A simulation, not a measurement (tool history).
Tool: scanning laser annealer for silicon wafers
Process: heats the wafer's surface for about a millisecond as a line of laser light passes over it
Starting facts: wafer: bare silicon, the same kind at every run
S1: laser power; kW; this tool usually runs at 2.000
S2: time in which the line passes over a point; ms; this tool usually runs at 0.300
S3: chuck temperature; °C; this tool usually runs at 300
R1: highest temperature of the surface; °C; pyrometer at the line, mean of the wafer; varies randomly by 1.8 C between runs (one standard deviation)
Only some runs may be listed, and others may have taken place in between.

run,day,S1,S2,S3,R1
1,0.000,2.000,0.300,300,1046
2,1.258,2.000,0.300,300,1044
3,4.008,2.000,0.300,300,1041
4,6.525,2.000,0.300,300,1040
5,8.638,2.000,0.300,300,1041
6,9.900,2.000,0.300,300,1038
7,12.746,2.000,0.300,300,1034
8,14.808,2.000,0.300,300,1034
9,16.471,2.000,0.300,300,1035
10,18.771,2.000,0.300,300,1034
11,21.150,2.000,0.293,300,1022
12,22.412,2.000,0.300,300,1031
13,24.300,1.925,0.300,300,1003
14,25.938,1.925,0.300,300,1001
# day 26.962: window over the wafer cleaned
15,27.646,1.925,0.300,300,1015
# day 28.029: laser's power meter calibrated
16,30.225,1.925,0.300,300,1011
17,33.038,2.144,0.316,285,1104
18,35.850,1.771,0.289,288,926

Predict the results of run 19:
19,37.679,1.771,0.289,288,?

Run 19 yielded R1 924 °C.
With no hidden state in the tool, this same run would have given R1 936 °C.
